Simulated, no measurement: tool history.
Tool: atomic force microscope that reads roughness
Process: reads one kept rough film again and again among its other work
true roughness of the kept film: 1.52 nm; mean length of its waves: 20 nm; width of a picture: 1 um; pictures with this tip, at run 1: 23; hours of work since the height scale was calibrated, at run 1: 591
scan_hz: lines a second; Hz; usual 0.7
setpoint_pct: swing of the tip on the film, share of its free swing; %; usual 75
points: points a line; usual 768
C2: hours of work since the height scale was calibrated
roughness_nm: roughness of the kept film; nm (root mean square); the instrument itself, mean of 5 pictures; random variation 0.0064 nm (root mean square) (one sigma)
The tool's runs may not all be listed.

{"run": 1, "hour": 0.0, "scan_hz": 0.7, "setpoint_pct": 75, "points": 768, "pictures with this tip": 23, "C2": 591, "roughness_nm": 1.253}
{"run": 2, "hour": 43.4, "scan_hz": 0.7, "setpoint_pct": 75, "points": 768, "pictures with this tip": 96, "C2": 612, "roughness_nm": 1.267}
{"hour": 69.6, "done": "new tip fitted"}
{"run": 3, "hour": 81.3, "scan_hz": 0.7, "setpoint_pct": 75, "points": 768, "pictures with this tip": 20, "C2": 631, "roughness_nm": 1.256}
{"run": 4, "hour": 105.4, "scan_hz": 0.7, "setpoint_pct": 75, "points": 768, "pictures with this tip": 61, "C2": 643, "roughness_nm": 1.257}
{"hour": 152.2, "done": "new tip fitted"}
{"run": 5, "hour": 152.2, "scan_hz": 0.7, "setpoint_pct": 75, "points": 768, "pictures with this tip": 0, "C2": 666, "roughness_nm": 1.251}
{"run": 6, "hour": 199.0, "scan_hz": 1.382, "setpoint_pct": 75, "points": 768, "pictures with this tip": 78, "C2": 689, "roughness_nm": 1.205}
{"run": 7, "hour": 233.8, "scan_hz": 1.382, "setpoint_pct": 75, "points": 768, "pictures with this tip": 137, "C2": 707, "roughness_nm": 1.207}
{"hour": 238.9, "done": "new tip fitted"}
{"run": 8, "hour": 277.4, "scan_hz": 1.382, "setpoint_pct": 75, "points": 768, "pictures with this tip": 64, "C2": 728, "roughness_nm": 1.204}
{"hour": 322.4, "done": "new tip fitted"}
{"run": 9, "hour": 326.0, "scan_hz": 0.7, "setpoint_pct": 75, "points": 970, "pictures with this tip": 6, "C2": 752, "roughness_nm": 1.249}
{"run": 10, "hour": 358.5, "scan_hz": 0.7, "setpoint_pct": 75, "points": 970, "pictures with this tip": 61, "C2": 768, "roughness_nm": 1.262}
{"run": 11, "hour": 388.9, "scan_hz": 0.7, "setpoint_pct": 75, "points": 970, "pictures with this tip": 112, "C2": 783, "roughness_nm": 1.272}
{"hour": 406.1, "done": "new tip fitted"}
{"run": 12, "hour": 414.9, "scan_hz": 0.7, "setpoint_pct": 75, "points": 780, "pictures with this tip": 15, "C2": 796, "roughness_nm": 1.261}
{"run": 13, "hour": 458.0, "scan_hz": 0.7, "setpoint_pct": 75, "points": 780, "pictures with this tip": 88, "C2": 818, "roughness_nm": 1.259}
{"hour": 491.8, "done": "new tip fitted"}
{"run": 14, "hour": 496.7, "scan_hz": 0.7, "setpoint_pct": 75, "points": 780, "pictures with this tip": 8, "C2": 837, "roughness_nm": 1.256}
{"run": 15, "hour": 535.4, "scan_hz": 0.7, "setpoint_pct": 75, "points": 780, "pictures with this tip": 73, "C2": 856, "roughness_nm": 1.249}
{"run": 16, "hour": 558.0, "scan_hz": 0.7, "setpoint_pct": 82, "points": 768, "pictures with this tip": 111, "C2": 867, "roughness_nm": 1.232}
{"hour": 576.4, "done": "new tip fitted"}
{"run": 17, "hour": 588.4, "scan_hz": 0.965, "setpoint_pct": 82, "points": 768, "pictures with this tip": 20, "C2": 882, "roughness_nm": 1.198}
{"run": 18, "hour": 617.6, "scan_hz": 0.7, "setpoint_pct": 75, "points": 741, "pictures with this tip": 70, "C2": 897, "roughness_nm": 1.253}
{"hour": 659.7, "done": "new tip fitted"}
{"run": 19, "hour": 659.8, "scan_hz": 0.7, "setpoint_pct": 75, "points": 768, "pictures with this tip": 0, "C2": 917, "roughness_nm": 1.252}
{"run": 20, "hour": 704.2, "scan_hz": 0.7, "setpoint_pct": 75, "points": 768, "pictures with this tip": 75, "C2": 939, "roughness_nm": 1.246}
{"run": 21, "hour": 735.6, "scan_hz": 0.7, "setpoint_pct": 75, "points": 768, "pictures with this tip": 128, "C2": 955, "roughness_nm": 1.256}
{"hour": 744.3, "done": "new tip fitted"}
{"run": 22, "hour": 783.4, "scan_hz": 0.7, "setpoint_pct": 75, "points": 768, "pictures with this tip": 66, "C2": 979, "roughness_nm": 1.25}
{"run": 23, "hour": 807.6, "scan_hz": 0.7, "setpoint_pct": 75, "points": 768, "pictures with this tip": 107, "C2": 991, "roughness_nm": 1.247}
{"hour": 826.7, "done": "new tip fitted"}
{"run": 24, "hour": 833.3, "scan_hz": 0.7, "setpoint_pct": 81, "points": 768, "pictures with this tip": 11, "C2": 1003, "roughness_nm": 1.237}
{"run": 25, "hour": 873.0, "scan_hz": 0.7, "setpoint_pct": 81, "points": 768, "pictures with this tip": 78, "C2": 1023, "roughness_nm": 1.242}
{"hour": 911.0, "done": "new tip fitted"}
{"run": 26, "hour": 923.7, "scan_hz": 0.7, "setpoint_pct": 81, "points": 768, "pictures with this tip": 21, "C2": 1048, "roughness_nm": 1.225}
{"hour": 953.6, "done": "height scale calibrated on a step standard"}
{"run": 27, "hour": 967.8, "scan_hz": 0.7, "setpoint_pct": 81, "points": 768, "pictures with this tip": 94, "C2": 7, "roughness_nm": 1.234}
{"hour": 997.3, "done": "new tip fitted"}
{"run": 28, "hour": 1003.0, "scan_hz": 0.508, "setpoint_pct": 75, "points": 833, "pictures with this tip": 9, "C2": 24, "roughness_nm": 1.268}
{"run": 29, "hour": 1040.6, "scan_hz": 0.93, "setpoint_pct": 78, "points": 984, "pictures with this tip": 73, "C2": 43, "roughness_nm": 1.217}
{"run": 30, "hour": 1073.4, "scan_hz": 1.611, "setpoint_pct": 77, "points": 696, "pictures with this tip": 128, "C2": 59, "roughness_nm": 1.174}
{"hour": 1084.2, "done": "new tip fitted"}
{"run": 31, "hour": 1117.2, "scan_hz": 0.686, "setpoint_pct": 67, "points": 768, "pictures with this tip": 56, "C2": 81, "roughness_nm": 1.273}
{"run": 32, "hour": 1160.9, "scan_hz": 0.686, "setpoint_pct": 67, "points": 768, "pictures with this tip": 130, "C2": 103, "roughness_nm": 1.267}
{"hour": 1167.1, "done": "new tip fitted"}
{"run": 33, "hour": 1189.6, "scan_hz": 0.686, "setpoint_pct": 67, "points": 768, "pictures with this tip": 38, "C2": 117, "roughness_nm": 1.276}
{"run": 34, "hour": 1230.4, "scan_hz": 2.258, "setpoint_pct": 78, "points": 269, "pictures with this tip": 107, "C2": 137, "roughness_nm": 1.094}
{"hour": 1250.6, "done": "new tip fitted"}
{"run": 35, "hour": 1265.3, "scan_hz": 0.904, "setpoint_pct": 63, "points": 571, "pictures with this tip": 25, "C2": 154, "roughness_nm": 1.275}
{"run": 36, "hour": 1286.1, "scan_hz": 0.904, "setpoint_pct": 63, "points": 571, "pictures with this tip": 59, "C2": 165, "roughness_nm": 1.279}
{"run": 37, "hour": 1319.6, "scan_hz": 0.7, "setpoint_pct": 65, "points": 315, "pictures with this tip": 116, "C2": 181, "roughness_nm": 1.255}
{"hour": 1333.6, "done": "new tip fitted"}
{"run": 38, "hour": 1352.8, "scan_hz": 0.7, "setpoint_pct": 65, "points": 315, "pictures with this tip": 32, "C2": 198, "roughness_nm": 1.255}
{"run": 39, "hour": 1393.3, "scan_hz": 1.065, "setpoint_pct": 75, "points": 768, "pictures with this tip": 100, "C2": 218, "roughness_nm": 1.221}
{"hour": 1416.3, "done": "new tip fitted"}
{"run": 40, "hour": 1427.3, "scan_hz": 0.7, "setpoint_pct": 75, "points": 484, "pictures with this tip": 18, "C2": 234, "roughness_nm": 1.255}
{"run": 41, "hour": 1470.1, "scan_hz": 2.979, "setpoint_pct": 63, "points": 642, "pictures with this tip": 91, "C2": 256, "roughness_nm": 1.187}
{"hour": 1500.5, "done": "new tip fitted"}
{"run": 42, "hour": 1507.0, "scan_hz": 1.129, "setpoint_pct": 56, "points": 413, "pictures with this tip": 11, "C2": 274, "roughness_nm": 1.265}
{"run": 43, "hour": 1545.4, "scan_hz": 0.7, "setpoint_pct": 73, "points": 768, "pictures with this tip": 76, "C2": 293, "roughness_nm": 1.264}
{"run": 44, "hour": 1582.2, "scan_hz": 0.959, "setpoint_pct": 75, "points": 768, "pictures with this tip": 137, "C2": 311, "roughness_nm": 1.238}
{"hour": 1587.2, "done": "new tip fitted"}
{"run": 45, "hour": 1631.0, "scan_hz": 0.602, "setpoint_pct": 74, "points": 768, "pictures with this tip": 74, "C2": 335, "roughness_nm": 1.269}
{"run": 46, "hour": 1662.9, "scan_hz": 0.7, "setpoint_pct": 63, "points": 637, "pictures with this tip": 127, "C2": 351, "roughness_nm": 1.271}
{"hour": 1669.5, "done": "new tip fitted"}
{"run": 47, "hour": 1693.4, "scan_hz": 0.658, "setpoint_pct": 64, "points": 563, "pictures with this tip": 40, "C2": 366, "roughness_nm": 1.278}
{"run": 48, "hour": 1714.2, "scan_hz": 0.7, "setpoint_pct": 88, "points": 757, "pictures with this tip": 75, "C2": 377, "roughness_nm": 1.208}
{"run": 49, "hour": 1741.0, "scan_hz": 0.719, "setpoint_pct": 60, "points": 776, "pictures with this tip": 120, "C2": 390, "roughness_nm": 1.288}
{"hour": 1753.6, "done": "new tip fitted"}
{"run": 50, "hour": 1775.2, "scan_hz": 0.719, "setpoint_pct": 60, "points": 776, "pictures with this tip": 37, "C2": 407, "roughness_nm": 1.295}
{"run": 51, "hour": 1801.8, "scan_hz": 0.701, "setpoint_pct": 75, "points": 449, "pictures with this tip": 82, "C2": 420, "roughness_nm": 1.247}
{"hour": 1837.3, "done": "new tip fitted"}
{"run": 52, "hour": 1847.1, "scan_hz": 0.701, "setpoint_pct": 75, "points": 449, "pictures with this tip": 17, "C2": 442, "roughness_nm": 1.238}

Forecast each of these 4 alternatives for the next run:
{"run": "A", "hour": 1880.1, "scan_hz": 1.345, "setpoint_pct": 83, "points": 1001, "pictures with this tip": 72, "C2": 459, "roughness_nm": "?"}
{"run": "B", "hour": 1880.1, "scan_hz": 0.7, "setpoint_pct": 64, "points": 391, "pictures with this tip": 72, "C2": 459, "roughness_nm": "?"}
{"run": "C", "hour": 1880.1, "scan_hz": 0.547, "setpoint_pct": 81, "points": 768, "pictures with this tip": 72, "C2": 459, "roughness_nm": "?"}
{"run": "D", "hour": 1880.1, "scan_hz": 2.897, "setpoint_pct": 75, "points": 449, "pictures with this tip": 72, "C2": 459, "roughness_nm": "?"}

run=A roughness_nm=1.16
run=B roughness_nm=1.268
run=C roughness_nm=1.251
run=D roughness_nm=1.088
Without the tool's hidden state the same runs would have given:
run=A roughness_nm=1.161
run=B roughness_nm=1.269
run=C roughness_nm=1.252
run=D roughness_nm=1.089
